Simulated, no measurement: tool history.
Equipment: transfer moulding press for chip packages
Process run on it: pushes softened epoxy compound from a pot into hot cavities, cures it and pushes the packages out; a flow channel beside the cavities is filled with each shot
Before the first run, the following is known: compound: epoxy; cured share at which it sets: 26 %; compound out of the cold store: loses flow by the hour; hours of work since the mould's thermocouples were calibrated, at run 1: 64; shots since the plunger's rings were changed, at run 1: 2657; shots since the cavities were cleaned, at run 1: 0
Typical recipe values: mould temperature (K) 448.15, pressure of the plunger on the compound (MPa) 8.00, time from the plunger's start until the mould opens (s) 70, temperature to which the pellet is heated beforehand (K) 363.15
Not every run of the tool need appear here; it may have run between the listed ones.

| run | day | mould temperature (K) | pressure of the plunger on the compound (MPa) | time from the plunger's start until the mould opens (s) | temperature to which the pellet is heated beforehand (K) | hours of work since the mould's thermocouples were calibrated | shots since the plunger's rings were changed | shots since the cavities were cleaned | incoming compound's hours out of the cold store | length that the compound runs in the flow channel (mm) | greatest force on the pins that push the packages out (N) |
|---|---|---|---|---|---|---|---|---|---|---|---|
| 1 | 0.000 | 448.15 | 8.00 | 70 | 363.15 | 64 | 2657 | 0 | 25.1 | 813 | 231 |
|  | 1.325 | plunger's sealing rings changed |
|  | 1.621 | cavities cleaned with cleaning compound and waxed |
| 2 | 2.842 | 448.15 | 8.00 | 70 | 363.15 | 103 | 493 | 414 | 47.1 | 796 | 343 |
|  | 3.096 | cavities cleaned with cleaning compound and waxed |
|  | 4.712 | cavities cleaned with cleaning compound and waxed |
| 3 | 4.712 | 441.15 | 8.00 | 70 | 363.15 | 129 | 1084 | 0 | 10.4 | 897 | 377 |
|  | 6.258 | cavities cleaned with cleaning compound and waxed |
| 4 | 6.388 | 448.15 | 8.00 | 70 | 363.15 | 153 | 1631 | 43 | 25.0 | 827 | 260 |
|  | 7.971 | cavities cleaned with cleaning compound and waxed |
| 5 | 9.208 | 448.15 | 6.67 | 70 | 363.15 | 193 | 2566 | 419 | 39.3 | 713 | 332 |
|  | 9.475 | cavities cleaned with cleaning compound and waxed |
|  | 10.812 | plunger's sealing rings changed |
|  | 11.138 | cavities cleaned with cleaning compound and waxed |
| 6 | 11.708 | 448.15 | 6.67 | 70 | 363.15 | 227 | 282 | 193 | 26.5 | 772 | 292 |
|  | 12.708 | cavities cleaned with cleaning compound and waxed |
|  | 14.208 | cavities cleaned with cleaning compound and waxed |
| 7 | 14.792 | 448.15 | 6.67 | 70 | 363.15 | 271 | 1284 | 197 | 15.7 | 778 | 299 |
|  | 15.871 | cavities cleaned with cleaning compound and waxed |
| 8 | 16.983 | 448.15 | 6.67 | 70 | 363.15 | 302 | 2007 | 378 | 11.7 | 779 | 344 |
|  | 17.475 | cavities cleaned with cleaning compound and waxed |
|  | 19.012 | cavities cleaned with cleaning compound and waxed |
|  | 20.279 | plunger's sealing rings changed |
| 9 | 20.279 | 448.15 | 6.67 | 70 | 363.15 | 347 | 0 | 393 | 37.2 | 755 | 339 |
|  | 20.717 | cavities cleaned with cleaning compound and waxed |
|  | 22.254 | cavities cleaned with cleaning compound and waxed |
| 10 | 22.646 | 448.15 | 8.00 | 105 | 363.15 | 380 | 761 | 134 | 24.1 | 846 | 232 |
|  | 23.904 | cavities cleaned with cleaning compound and waxed |
| 11 | 24.783 | 448.15 | 8.00 | 70 | 363.15 | 411 | 1463 | 297 | 27.1 | 827 | 321 |
|  | 25.458 | cavities cleaned with cleaning compound and waxed |
| 12 | 26.500 | 450.15 | 8.00 | 70 | 363.15 | 435 | 2025 | 353 | 19.9 | 831 | 307 |
|  | 26.933 | cavities cleaned with cleaning compound and waxed |
|  | 28.567 | cavities cleaned with cleaning compound and waxed |
| 13 | 29.450 | 450.15 | 8.00 | 90 | 363.15 | 477 | 2982 | 300 | 16.4 | 818 | 267 |
|  | 29.846 | plunger's sealing rings changed |
|  | 30.325 | cavities cleaned with cleaning compound and waxed |
|  | 30.846 | mould's thermocouples calibrated |
|  | 31.896 | cavities cleaned with cleaning compound and waxed |
| 14 | 32.038 | 448.15 | 9.52 | 108 | 363.15 | 17 | 673 | 49 | 43.8 | 875 | 197 |
|  | 33.496 | cavities cleaned with cleaning compound and waxed |
| 15 | 34.729 | 448.15 | 9.52 | 108 | 363.15 | 55 | 1564 | 418 | 9.2 | 945 | 276 |
|  | 35.054 | cavities cleaned with cleaning compound and waxed |
|  | 36.679 | cavities cleaned with cleaning compound and waxed |
| 16 | 37.167 | 450.15 | 8.00 | 56 | 363.15 | 90 | 2347 | 165 | 9.9 | 848 | 414 |
|  | 38.150 | cavities cleaned with cleaning compound and waxed |
|  | 39.508 | plunger's sealing rings changed |
| 17 | 39.512 | 441.15 | 8.65 | 107 | 371.15 | 122 | 2 | 427 | 46.2 | 856 | 285 |
|  | 39.817 | cavities cleaned with cleaning compound and waxed |
|  | 41.300 | cavities cleaned with cleaning compound and waxed |
| 18 | 41.550 | 448.15 | 8.00 | 70 | 359.15 | 150 | 651 | 86 | 41.4 | 804 | 274 |
|  | 42.792 | cavities cleaned with cleaning compound and waxed |
| 19 | 43.225 | 448.15 | 8.00 | 70 | 359.15 | 174 | 1196 | 146 | 39.7 | 799 | 289 |
|  | 44.354 | cavities cleaned with cleaning compound and waxed |
|  | 46.000 | cavities cleaned with cleaning compound and waxed |
| 20 | 46.121 | 448.15 | 7.02 | 70 | 363.15 | 214 | 2135 | 40 | 33.4 | 752 | 247 |
|  | 47.750 | cavities cleaned with cleaning compound and waxed |
| 21 | 48.229 | 451.15 | 7.02 | 71 | 363.15 | 245 | 2828 | 162 | 42.9 | 712 | 260 |
|  | 48.858 | plunger's sealing rings changed |
|  | 49.504 | cavities cleaned with cleaning compound and waxed |
| 22 | 50.550 | 451.15 | 7.02 | 71 | 363.15 | 276 | 552 | 354 | 42.8 | 741 | 288 |
|  | 51.088 | cavities cleaned with cleaning compound and waxed |
|  | 52.700 | cavities cleaned with cleaning compound and waxed |
| 23 | 53.633 | 445.15 | 8.69 | 52 | 363.15 | 320 | 1555 | 316 | 24.8 | 867 | 789 |
|  | 54.279 | cavities cleaned with cleaning compound and waxed |
|  | 55.758 | cavities cleaned with cleaning compound and waxed |
| 24 | 56.504 | 452.15 | 9.19 | 89 | 370.15 | 360 | 2484 | 251 | 10.4 | 891 | 253 |

Across each entry between runs, compare the hidden state at the last listed run before it with the hidden state at the first listed run after it:
From run 1 to run 2: plunger's sealing rings changed (day 1.325); cavities cleaned with cleaning compound and waxed (day 1.621)
  true mould temperature over the reading, C: 0.2 -> 0.25; pressure that reaches the compound, % of what is set: 90.47 -> 97.83; grip of the stained cavities, % over clean ones': 1.4 -> 48.9
  the result without the hidden state subtracted from the measured one, length that the compound runs in the flow channel (mm): -42 -> -10; greatest force on the pins that push the packages out (N): +1 -> +109
From run 2 to run 3: cavities cleaned with cleaning compound and waxed (day 3.096); cavities cleaned with cleaning compound and waxed (day 4.712)
  true mould temperature over the reading, C: 0.25 -> 0.28; pressure that reaches the compound, % of what is set: 97.83 -> 95.81; grip of the stained cavities, % over clean ones': 48.9 -> 0.4
  the result without the hidden state subtracted from the measured one, length that the compound runs in the flow channel (mm): -10 -> -20; greatest force on the pins that push the packages out (N): +109 -> -7
From run 3 to run 4: cavities cleaned with cleaning compound and waxed (day 6.258)
  true mould temperature over the reading, C: 0.28 -> 0.31; pressure that reaches the compound, % of what is set: 95.81 -> 93.7; grip of the stained cavities, % over clean ones': 0.4 -> 7.8
  the result without the hidden state subtracted from the measured one, length that the compound runs in the flow channel (mm): -20 -> -29; greatest force on the pins that push the packages out (N): -7 -> +16
From run 4 to run 5: cavities cleaned with cleaning compound and waxed (day 7.971)
  true mould temperature over the reading, C: 0.31 -> 0.36; pressure that reaches the compound, % of what is set: 93.7 -> 90.19; grip of the stained cavities, % over clean ones': 7.8 -> 47.4
  the result without the hidden state subtracted from the measured one, length that the compound runs in the flow channel (mm): -29 -> -38; greatest force on the pins that push the packages out (N): +16 -> +104
From run 5 to run 6: cavities cleaned with cleaning compound and waxed (day 9.475); plunger's sealing rings changed (day 10.812); cavities cleaned with cleaning compound and waxed (day 11.138)
  true mould temperature over the reading, C: 0.36 -> 0.41; pressure that reaches the compound, % of what is set: 90.19 -> 98.53; grip of the stained cavities, % over clean ones': 47.4 -> 28.7
  the result without the hidden state subtracted from the measured one, length that the compound runs in the flow channel (mm): -38 -> -7; greatest force on the pins that push the packages out (N): +104 -> +61
From run 6 to run 7: cavities cleaned with cleaning compound and waxed (day 12.708); cavities cleaned with cleaning compound and waxed (day 14.208)
  true mould temperature over the reading, C: 0.41 -> 0.46; pressure that reaches the compound, % of what is set: 98.53 -> 95.12; grip of the stained cavities, % over clean ones': 28.7 -> 27.7
  the result without the hidden state subtracted from the measured one, length that the compound runs in the flow channel (mm): -7 -> -21; greatest force on the pins that push the packages out (N): +61 -> +60
From run 7 to run 8: cavities cleaned with cleaning compound and waxed (day 15.871)
  true mould temperature over the reading, C: 0.46 -> 0.5; pressure that reaches the compound, % of what is set: 95.12 -> 92.39; grip of the stained cavities, % over clean ones': 27.7 -> 43.8
  the result without the hidden state subtracted from the measured one, length that the compound runs in the flow channel (mm): -21 -> -33; greatest force on the pins that push the packages out (N): +60 -> +98
From run 8 to run 9: cavities cleaned with cleaning compound and waxed (day 17.475); cavities cleaned with cleaning compound and waxed (day 19.012); plunger's sealing rings changed (day 20.279)
  true mould temperature over the reading, C: 0.5 -> 0.56; pressure that reaches the compound, % of what is set: 92.39 -> 99.26; grip of the stained cavities, % over clean ones': 43.8 -> 45.1
  the result without the hidden state subtracted from the measured one, length that the compound runs in the flow channel (mm): -33 -> -4; greatest force on the pins that push the packages out (N): +98 -> +102
From run 9 to run 10: cavities cleaned with cleaning compound and waxed (day 20.717); cavities cleaned with cleaning compound and waxed (day 22.254)
  true mould temperature over the reading, C: 0.56 -> 0.6; pressure that reaches the compound, % of what is set: 99.26 -> 96.6; grip of the stained cavities, % over clean ones': 45.1 -> 20.8
  the result without the hidden state subtracted from the measured one, length that the compound runs in the flow channel (mm): -4 -> -16; greatest force on the pins that push the packages out (N): +102 -> +39
From run 10 to run 11: cavities cleaned with cleaning compound and waxed (day 23.904)
  true mould temperature over the reading, C: 0.6 -> 0.64; pressure that reaches the compound, % of what is set: 96.6 -> 94.35; grip of the stained cavities, % over clean ones': 20.8 -> 34.8
  the result without the hidden state subtracted from the measured one, length that the compound runs in the flow channel (mm): -16 -> -27; greatest force on the pins that push the packages out (N): +39 -> +75
From run 11 to run 12: cavities cleaned with cleaning compound and waxed (day 25.458)
  true mould temperature over the reading, C: 0.64 -> 0.67; pressure that reaches the compound, % of what is set: 94.35 -> 92.2; grip of the stained cavities, % over clean ones': 34.8 -> 41.6
  the result without the hidden state subtracted from the measured one, length that the compound runs in the flow channel (mm): -27 -> -36; greatest force on the pins that push the packages out (N): +75 -> +85
From run 12 to run 13: cavities cleaned with cleaning compound and waxed (day 26.933); cavities cleaned with cleaning compound and waxed (day 28.567)
  true mould temperature over the reading, C: 0.67 -> 0.73; pressure that reaches the compound, % of what is set: 92.2 -> 88.77; grip of the stained cavities, % over clean ones': 41.6 -> 38.6
  the result without the hidden state subtracted from the measured one, length that the compound runs in the flow channel (mm): -36 -> -52; greatest force on the pins that push the packages out (N): +85 -> +73
From run 13 to run 14: plunger's sealing rings changed (day 29.846); cavities cleaned with cleaning compound and waxed (day 30.325); mould's thermocouples calibrated (day 30.846); cavities cleaned with cleaning compound and waxed (day 31.896)
  true mould temperature over the reading, C: 0.73 -> 0.36; pressure that reaches the compound, % of what is set: 88.77 -> 97.26; grip of the stained cavities, % over clean ones': 38.6 -> 8.9
  the result without the hidden state subtracted from the measured one, length that the compound runs in the flow channel (mm): -52 -> -13; greatest force on the pins that push the packages out (N): +73 -> +17
From run 14 to run 15: cavities cleaned with cleaning compound and waxed (day 33.496)
  true mould temperature over the reading, C: 0.36 -> 0.4; pressure that reaches the compound, % of what is set: 97.26 -> 94.23; grip of the stained cavities, % over clean ones': 8.9 -> 46.1
  the result without the hidden state subtracted from the measured one, length that the compound runs in the flow channel (mm): -13 -> -30; greatest force on the pins that push the packages out (N): +17 -> +87
From run 15 to run 16: cavities cleaned with cleaning compound and waxed (day 35.054); cavities cleaned with cleaning compound and waxed (day 36.679)
  true mould temperature over the reading, C: 0.4 -> 0.45; pressure that reaches the compound, % of what is set: 94.23 -> 91.3; grip of the stained cavities, % over clean ones': 46.1 -> 23.3
  the result without the hidden state subtracted from the measured one, length that the compound runs in the flow channel (mm): -30 -> -41; greatest force on the pins that push the packages out (N): +87 -> +67
From run 16 to run 17: cavities cleaned with cleaning compound and waxed (day 38.150); plunger's sealing rings changed (day 39.508)
  true mould temperature over the reading, C: 0.45 -> 0.48; pressure that reaches the compound, % of what is set: 91.3 -> 99.67; grip of the stained cavities, % over clean ones': 23.3 -> 47.7
  the result without the hidden state subtracted from the measured one, length that the compound runs in the flow channel (mm): -41 -> -2; greatest force on the pins that push the packages out (N): +67 -> +91
From run 17 to run 18: cavities cleaned with cleaning compound and waxed (day 39.817); cavities cleaned with cleaning compound and waxed (day 41.300)
  true mould temperature over the reading, C: 0.48 -> 0.52; pressure that reaches the compound, % of what is set: 99.67 -> 97.44; grip of the stained cavities, % over clean ones': 47.7 -> 15.3
  the result without the hidden state subtracted from the measured one, length that the compound runs in the flow channel (mm): -2 -> -12; greatest force on the pins that push the packages out (N): +91 -> +31
From run 18 to run 19: cavities cleaned with cleaning compound and waxed (day 42.792)
  true mould temperature over the reading, C: 0.52 -> 0.55; pressure that reaches the compound, % of what is set: 97.44 -> 95.53; grip of the stained cavities, % over clean ones': 15.3 -> 24.7
  the result without the hidden state subtracted from the measured one, length that the compound runs in the flow channel (mm): -12 -> -20; greatest force on the pins that push the packages out (N): +31 -> +52
From run 19 to run 20: cavities cleaned with cleaning compound and waxed (day 44.354); cavities cleaned with cleaning compound and waxed (day 46.000)
  true mould temperature over the reading, C: 0.55 -> 0.61; pressure that reaches the compound, % of what is set: 95.53 -> 92.02; grip of the stained cavities, % over clean ones': 24.7 -> 7
  the result without the hidden state subtracted from the measured one, length that the compound runs in the flow channel (mm): -20 -> -34; greatest force on the pins that push the packages out (N): +52 -> +10
From run 20 to run 21: cavities cleaned with cleaning compound and waxed (day 47.750)
  true mould temperature over the reading, C: 0.61 -> 0.65; pressure that reaches the compound, % of what is set: 92.02 -> 89.37; grip of the stained cavities, % over clean ones': 7 -> 26.9
  the result without the hidden state subtracted from the measured one, length that the compound runs in the flow channel (mm): -34 -> -42; greatest force on the pins that push the packages out (N): +10 -> +52
From run 21 to run 22: plunger's sealing rings changed (day 48.858); cavities cleaned with cleaning compound and waxed (day 49.504)
  true mould temperature over the reading, C: 0.65 -> 0.69; pressure that reaches the compound, % of what is set: 89.37 -> 97.32; grip of the stained cavities, % over clean ones': 26.9 -> 42.7
  the result without the hidden state subtracted from the measured one, length that the compound runs in the flow channel (mm): -42 -> -12; greatest force on the pins that push the packages out (N): +52 -> +84
From run 22 to run 23: cavities cleaned with cleaning compound and waxed (day 51.088); cavities cleaned with cleaning compound and waxed (day 52.700)
  true mould temperature over the reading, C: 0.69 -> 0.75; pressure that reaches the compound, % of what is set: 97.32 -> 93.95; grip of the stained cavities, % over clean ones': 42.7 -> 39.1
  the result without the hidden state subtracted from the measured one, length that the compound runs in the flow channel (mm): -12 -> -30; greatest force on the pins that push the packages out (N): +84 -> +192
From run 23 to run 24: cavities cleaned with cleaning compound and waxed (day 54.279); cavities cleaned with cleaning compound and waxed (day 55.758)
  true mould temperature over the reading, C: 0.75 -> 0.8; pressure that reaches the compound, % of what is set: 93.95 -> 90.64; grip of the stained cavities, % over clean ones': 39.1 -> 37.9
  the result without the hidden state subtracted from the measured one, length that the compound runs in the flow channel (mm): -30 -> -47; greatest force on the pins that push the packages out (N): +192 -> +71
